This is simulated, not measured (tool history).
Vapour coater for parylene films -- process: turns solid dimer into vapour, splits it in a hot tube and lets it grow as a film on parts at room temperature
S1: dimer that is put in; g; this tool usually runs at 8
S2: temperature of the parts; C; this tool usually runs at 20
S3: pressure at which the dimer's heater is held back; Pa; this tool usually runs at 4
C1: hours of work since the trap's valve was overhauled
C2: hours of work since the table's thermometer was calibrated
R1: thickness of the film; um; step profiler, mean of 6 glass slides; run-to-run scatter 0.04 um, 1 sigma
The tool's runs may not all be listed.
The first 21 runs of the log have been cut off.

run 22 hour=980.8 | S1=9 S2=20 S3=4 | C1=358 C2=56 | R1=4.57
run 23 hour=1020.8 | S1=9 S2=20 S3=4 | C1=380 C2=78 | R1=4.5
run 24 hour=1064.2 | S1=9 S2=20 S3=4 | C1=404 C2=102 | R1=4.55
run 25 hour=1119 | S1=9 S2=20 S3=4 | C1=434 C2=132 | R1=4.49
run 26 hour=1181 | S1=3 S2=14 S3=6.15 | C1=468 C2=166 | R1=1.69
run 27 hour=1214.4 | S1=11 S2=18 S3=9.71 | C1=487 C2=184 | R1=4.89
run 28 hour=1249.6 | S1=6 S2=16 S3=4.3 | C1=506 C2=204 | R1=3.31
run 29 hour=1297.7 | S1=5 S2=23 S3=9.37 | C1=532 C2=230 | R1=1.92
run 30 hour=1340.4 | S1=5 S2=24 S3=6.05 | C1=556 C2=254 | R1=2.03
run 31 hour=1379.2 | S1=5 S2=24 S3=6.05 | C1=577 C2=275 | R1=2.02
run 32 hour=1443.1 | S1=5 S2=24 S3=6.05 | C1=612 C2=310 | R1=1.95
run 33 hour=1498.9 | S1=5 S2=24 S3=6.05 | C1=643 C2=341 | R1=2.01
run 34 hour=1528.6 | S1=14 S2=13 S3=2.39 | C1=659 C2=357 | R1=9.38
run 35 hour=1577.9 | S1=6 S2=18 S3=3.68 | C1=686 C2=384 | R1=3.08
-- hour=1587.8 trap's valve overhauled
run 36 hour=1647.7 | S1=6 S2=18 S3=3.68 | C1=33 C2=421 | R1=3.39
run 37 hour=1686.7 | S1=6 S2=17 S3=3.68 | C1=54 C2=442 | R1=3.51
run 38 hour=1713.4 | S1=5 S2=13 S3=6.42 | C1=69 C2=457 | R1=3
run 39 hour=1776.6 | S1=12 S2=12 S3=6.46 | C1=104 C2=491 | R1=7.38
run 40 hour=1840.9 | S1=12 S2=12 S3=6.46 | C1=139 C2=527 | R1=7.34
run 41 hour=1873.5 | S1=8 S2=20 S3=2.98 | C1=157 C2=545 | R1=4.32
run 42 hour=1929.5 | S1=10 S2=20 S3=2.97 | C1=188 C2=576 | R1=5.43
run 43 hour=1979 | S1=10 S2=20 S3=2.97 | C1=215 C2=603 | R1=5.38
run 44 hour=2013.9 | S1=4 S2=15 S3=3.16 | C1=234 C2=622 | R1=2.59
run 45 hour=2074.6 | S1=4 S2=15 S3=3.16 | C1=268 C2=655 | R1=2.49
run 46 hour=2138.8 | S1=13 S2=15 S3=3.16 | C1=303 C2=691 | R1=8.12

4 options for the next run, each taken on its own from the tool as it stands now. Forecast them:
run A hour=2187.7 | S1=13 S2=31 S3=3.16 | C1=330 C2=717 | R1=?
run B hour=2187.7 | S1=5 S2=20 S3=2.04 | C1=330 C2=717 | R1=?
run C hour=2187.7 | S1=14 S2=14 S3=6.51 | C1=330 C2=717 | R1=?
run D hour=2187.7 | S1=7 S2=13 S3=4.63 | C1=330 C2=717 | R1=?

run=A R1=4.74
run=B R1=2.83
run=C R1=7.79
run=D R1=4.29
Had the tool no hidden state, the same runs would have come out as:
run=A R1=5.06
run=B R1=3.02
run=C R1=8.31
run=D R1=4.58

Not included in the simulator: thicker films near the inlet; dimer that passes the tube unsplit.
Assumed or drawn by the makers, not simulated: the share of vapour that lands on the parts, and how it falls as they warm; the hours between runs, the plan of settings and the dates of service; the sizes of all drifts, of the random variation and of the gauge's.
